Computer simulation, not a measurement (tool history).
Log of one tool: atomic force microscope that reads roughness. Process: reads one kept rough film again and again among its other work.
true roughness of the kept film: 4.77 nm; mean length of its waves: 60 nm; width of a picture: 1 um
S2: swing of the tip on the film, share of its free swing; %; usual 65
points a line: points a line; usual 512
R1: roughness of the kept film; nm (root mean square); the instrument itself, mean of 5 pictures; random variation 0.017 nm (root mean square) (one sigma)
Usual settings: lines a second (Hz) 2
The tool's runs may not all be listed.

{"run": 1, "hour": 0.0, "lines a second (Hz)": 2, "S2": 65, "points a line": 512, "R1": 3.703}
{"run": 2, "hour": 12.0, "lines a second (Hz)": 2, "S2": 65, "points a line": 774, "R1": 3.65}
{"run": 3, "hour": 38.0, "lines a second (Hz)": 2, "S2": 65, "points a line": 678, "R1": 3.607}
{"run": 4, "hour": 54.5, "lines a second (Hz)": 2, "S2": 65, "points a line": 678, "R1": 3.554}
{"run": 5, "hour": 73.0, "lines a second (Hz)": 2, "S2": 65, "points a line": 1017, "R1": 3.529}
{"hour": 77.0, "done": "new tip fitted"}
{"run": 6, "hour": 90.1, "lines a second (Hz)": 2, "S2": 65, "points a line": 512, "R1": 4.028}
{"run": 7, "hour": 112.7, "lines a second (Hz)": 2, "S2": 65, "points a line": 512, "R1": 3.993}
{"run": 8, "hour": 134.3, "lines a second (Hz)": 2, "S2": 65, "points a line": 512, "R1": 3.927}
{"run": 9, "hour": 154.1, "lines a second (Hz)": 2, "S2": 65, "points a line": 739, "R1": 3.853}
{"run": 10, "hour": 167.9, "lines a second (Hz)": 2, "S2": 65, "points a line": 739, "R1": 3.835}
{"run": 11, "hour": 186.7, "lines a second (Hz)": 2.92, "S2": 81, "points a line": 508, "R1": 3.107}
{"run": 12, "hour": 211.4, "lines a second (Hz)": 2.92, "S2": 81, "points a line": 508, "R1": 3.043}
{"run": 13, "hour": 229.7, "lines a second (Hz)": 3.64, "S2": 56, "points a line": 744, "R1": 3.693}
{"run": 14, "hour": 244.0, "lines a second (Hz)": 1.35, "S2": 83, "points a line": 560, "R1": 3.406}
{"run": 15, "hour": 259.8, "lines a second (Hz)": 1.19, "S2": 61, "points a line": 416, "R1": 3.785}
{"run": 16, "hour": 274.1, "lines a second (Hz)": 1.55, "S2": 61, "points a line": 423, "R1": 3.689}
{"hour": 280.0, "done": "new tip fitted"}
{"run": 17, "hour": 286.3, "lines a second (Hz)": 1.71, "S2": 86, "points a line": 982, "R1": 3.581}
{"run": 18, "hour": 302.5, "lines a second (Hz)": 2, "S2": 64, "points a line": 618, "R1": 4.065}
{"run": 19, "hour": 315.8, "lines a second (Hz)": 1.83, "S2": 79, "points a line": 512, "R1": 3.641}

5 ways to go on from here, each from the tool as it stands after run 19. What would each give?
{"run": "A", "hour": 337.8, "lines a second (Hz)": 0.71, "S2": 65, "points a line": 657, "R1": "?"}
{"run": "B", "hour": 337.8, "lines a second (Hz)": 1.3, "S2": 55, "points a line": 839, "R1": "?"}
{"run": "C", "hour": 337.8, "lines a second (Hz)": 0.54, "S2": 81, "points a line": 512, "R1": "?"}
{"run": "D", "hour": 337.8, "lines a second (Hz)": 2.37, "S2": 65, "points a line": 512, "R1": "?"}
{"run": "E", "hour": 337.8, "lines a second (Hz)": 2, "S2": 71, "points a line": 397, "R1": "?"}

run=A R1=4.163
run=B R1=4.177
run=C R1=4.054
run=D R1=3.862
run=E R1=3.792
Without the tool's hidden state the same runs would have given:
run=A R1=4.383
run=B R1=4.398
run=C R1=4.268
run=D R1=4.066
run=E R1=3.993
